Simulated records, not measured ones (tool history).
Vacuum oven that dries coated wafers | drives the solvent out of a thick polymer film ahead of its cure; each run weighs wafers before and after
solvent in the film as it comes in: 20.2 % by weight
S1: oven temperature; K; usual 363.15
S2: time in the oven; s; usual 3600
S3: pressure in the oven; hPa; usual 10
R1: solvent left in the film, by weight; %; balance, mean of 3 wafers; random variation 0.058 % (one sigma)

run	day	S1	S2	S3	R1
1	0	363.15	3600	10	2.96
2	0.592	366.15	3600	10	2.16
3	1.062	366.15	3600	10	2.06
4	1.704	366.15	3600	10	2.02
5	2.417	366.15	3600	10	2.04
6	3.112	366.15	3600	10	2.02
7	3.75	363.15	4860	10	1.81
8	4.721	363.15	5580	10	1.49
9	5.579	363.15	5580	10	1.53
10	6.112	363.15	5580	10	1.52
11	6.638	363.15	3600	36.6	4.58
12	7.388	363.15	3600	10	2.92
13	8.05	363.15	3600	10	2.83
14	8.95	363.15	3600	10	2.86
15	9.796	363.15	3600	10	2.87
16	10.433	363.15	3600	10	2.9
17	11.188	363.15	3600	10	2.8
18	11.871	363.15	3600	10	2.79
19	12.45	357.15	3600	8.1	4.79
20	13.204	357.15	3600	8.1	4.94
21	13.838	357.15	3600	8.1	4.68
22	14.812	354.15	4560	10	4.7
23	15.758	358.15	4560	12.9	3.52
24	16.583	358.15	4560	12.9	3.62
25	17.55	369.15	4080	12.9	1.34
26	18.246	363.15	2280	7.5	4.88
27	18.75	363.15	2280	7.5	5.03
28	19.808	363.15	2280	14.9	5.4
29	20.725	359.15	3540	10	4.16
30	21.375	374.15	5580	11.1	0.66
31	22.404	374.15	5580	11.1	0.7
32	23.308	374.15	5580	11.1	0.64
33	24.321	374.15	5580	11.1	0.67
34	24.85	365.15	4440	6.6	1.43

5 ways to go on from here, each from the tool as it stands after run 34. What would each give?
A	25.317	360.15	2700	6.6	?
B	25.317	369.15	5340	6.6	?
C	25.317	353.15	4740	6.6	?
D	25.317	352.15	6420	25.3	?
E	25.317	360.15	4440	24.9	?

run	R1
A	4.84
B	0.63
C	4.61
D	5.26
E	3.94
Without the tool's hidden state the same runs would have given:
run	R1
A	5.07
B	0.57
C	4.8
D	5.42
E	4.09
